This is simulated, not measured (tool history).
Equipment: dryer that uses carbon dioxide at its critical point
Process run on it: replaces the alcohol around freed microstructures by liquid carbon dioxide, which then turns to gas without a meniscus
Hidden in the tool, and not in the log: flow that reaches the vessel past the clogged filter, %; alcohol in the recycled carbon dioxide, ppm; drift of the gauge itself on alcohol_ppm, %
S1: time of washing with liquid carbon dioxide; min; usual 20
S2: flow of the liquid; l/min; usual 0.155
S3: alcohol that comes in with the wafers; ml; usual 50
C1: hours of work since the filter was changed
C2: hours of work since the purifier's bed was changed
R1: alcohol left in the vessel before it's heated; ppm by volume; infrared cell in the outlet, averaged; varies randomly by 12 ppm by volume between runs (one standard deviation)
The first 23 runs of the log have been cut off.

{"run": 24, "hour": 845.2, "S1": 13, "S2": 0.21, "S3": 94, "C1": 100, "C2": 798, "R1": 3154}
{"run": 25, "hour": 865.9, "S1": 28, "S2": 0.155, "S3": 55, "C1": 107, "C2": 805, "R1": 190}
{"run": 26, "hour": 903.3, "S1": 28, "S2": 0.116, "S3": 50, "C1": 121, "C2": 819, "R1": 760}
{"run": 27, "hour": 927.7, "S1": 24, "S2": 0.156, "S3": 44, "C1": 130, "C2": 828, "R1": 366}
{"run": 28, "hour": 970.8, "S1": 14, "S2": 0.128, "S3": 92, "C1": 146, "C2": 844, "R1": 12821}
{"run": 29, "hour": 994.7, "S1": 14, "S2": 0.128, "S3": 92, "C1": 154, "C2": 853, "R1": 13115}
{"run": 30, "hour": 1028.0, "S1": 14, "S2": 0.116, "S3": 64, "C1": 167, "C2": 865, "R1": 11689}
{"run": 31, "hour": 1061.6, "S1": 16, "S2": 0.197, "S3": 50, "C1": 179, "C2": 877, "R1": 1082}
{"run": 32, "hour": 1104.6, "S1": 14, "S2": 0.204, "S3": 45, "C1": 195, "C2": 893, "R1": 1598}
{"run": 33, "hour": 1144.1, "S1": 28, "S2": 0.155, "S3": 54, "C1": 209, "C2": 908, "R1": 245}
{"run": 34, "hour": 1185.8, "S1": 17, "S2": 0.227, "S3": 50, "C1": 224, "C2": 923, "R1": 457}
{"run": 35, "hour": 1230.2, "S1": 25, "S2": 0.227, "S3": 50, "C1": 241, "C2": 939, "R1": 71}
{"run": 36, "hour": 1253.5, "S1": 26, "S2": 0.108, "S3": 50, "C1": 249, "C2": 948, "R1": 1923}

Each row is a separate what-if for the run after 36, all from the same tool condition, not one after another. Results?
{"run": "A", "hour": 1296.7, "S1": 20, "S2": 0.237, "S3": 26, "C1": 265, "C2": 964, "R1": "?"}
{"run": "B", "hour": 1296.7, "S1": 20, "S2": 0.259, "S3": 82, "C1": 265, "C2": 964, "R1": "?"}
{"run": "C", "hour": 1296.7, "S1": 25, "S2": 0.174, "S3": 43, "C1": 265, "C2": 964, "R1": "?"}

run=A R1=109
run=B R1=157
run=C R1=231
With the hidden condition removed and each run's random variation left untouched, the same runs would have given:
run=A R1=39
run=B R1=50
run=C R1=92

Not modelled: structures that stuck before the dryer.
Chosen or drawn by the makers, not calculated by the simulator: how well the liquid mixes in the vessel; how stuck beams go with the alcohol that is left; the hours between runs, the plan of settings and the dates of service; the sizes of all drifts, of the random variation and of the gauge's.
